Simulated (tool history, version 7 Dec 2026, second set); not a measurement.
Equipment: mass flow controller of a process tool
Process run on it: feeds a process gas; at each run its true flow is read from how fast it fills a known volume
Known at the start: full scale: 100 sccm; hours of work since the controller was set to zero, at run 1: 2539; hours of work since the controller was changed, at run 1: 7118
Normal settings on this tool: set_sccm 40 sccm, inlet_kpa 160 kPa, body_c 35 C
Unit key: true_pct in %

run	day	set_sccm	inlet_kpa	body_c	hours of work since the controller was set to zero	hours of work since the controller was changed	true_pct
1	0.000	40	160	35	2539	7118	97.03
2	20.612	40	160	35	2735	7314	97.12
3	39.404	40	192	35	2914	7493	97.27
4	52.692	40	192	35	3041	7620	97.30
5	71.658	40	192	35	3222	7801	97.31
6	90.662	40	192	35	3403	7982	97.25
7	110.229	40	192	35	3590	8169	97.26
8	127.825	40	160	35	3758	8337	97.11
9	148.092	72	160	35	3951	8530	98.23
10	162.492	72	160	35	4088	8667	98.34
# day 166.062: controller exchanged for a calibrated one
11	180.838	40	160	26	141	141	97.70
12	200.738	62	160	35	331	331	97.92
13	219.238	40	160	35	507	507	97.04
14	235.108	40	160	35	658	658	97.15
15	254.338	40	269	35	842	842	97.65
16	265.408	40	269	35	947	947	97.49
17	278.304	40	269	35	1070	1070	97.57
18	292.442	40	269	35	1205	1205	97.54
19	302.117	40	269	35	1297	1297	97.45
20	317.479	40	269	35	1444	1444	97.79
21	331.525	40	269	35	1578	1578	97.54
22	351.204	18	160	35	1765	1765	96.42
23	359.829	40	160	32	1848	1848	97.45
24	379.483	40	160	32	2035	2035	97.35
25	396.579	20	270	23	2198	2198	97.69
26	406.667	40	151	35	2294	2294	97.24
27	419.946	80	272	21	2421	2421	99.96
28	439.833	80	272	21	2611	2611	100.00
29	456.267	80	272	21	2767	2767	99.93
30	475.183	70	190	33	2948	2948	98.31
31	494.004	40	232	35	3127	3127	97.45
32	514.696	40	232	35	3324	3324	97.38
33	534.450	22	169	22	3513	3513	97.40
34	551.292	22	215	26	3673	3673	97.39
35	565.133	22	215	26	3805	3805	97.34
36	581.350	40	160	29	3960	3960	97.52
37	598.292	40	159	26	4121	4121	97.63
38	617.338	40	159	26	4303	4303	97.80
39	626.533	40	159	26	4391	4391	97.70
# day 635.354: controller's zero set anew
40	644.046	13	206	23	83	4558	97.28
41	657.850	77	160	39	214	4689	98.20
42	669.192	77	160	39	323	4797	98.21
43	687.138	19	158	25	494	4968	96.91
44	705.396	25	253	24	668	5143	97.84
45	719.021	19	170	35	798	5272	96.45
46	738.421	40	160	24	983	5457	97.81
47	757.900	16	216	36	1169	5643	96.55

Hidden state at the last listed run before each entry between runs and at the first one after, where it differs:
After run 10, before run 11: controller exchanged for a calibrated one (day 166.062)
  flow at rest that the sensor doesn't see, % of full scale: 0.004 -> 0.001; true flow over the shown one, %: -0.03 -> 0
After run 39, before run 40: controller's zero set anew (day 635.354)
  flow at rest that the sensor doesn't see, % of full scale: 0.004 -> 0
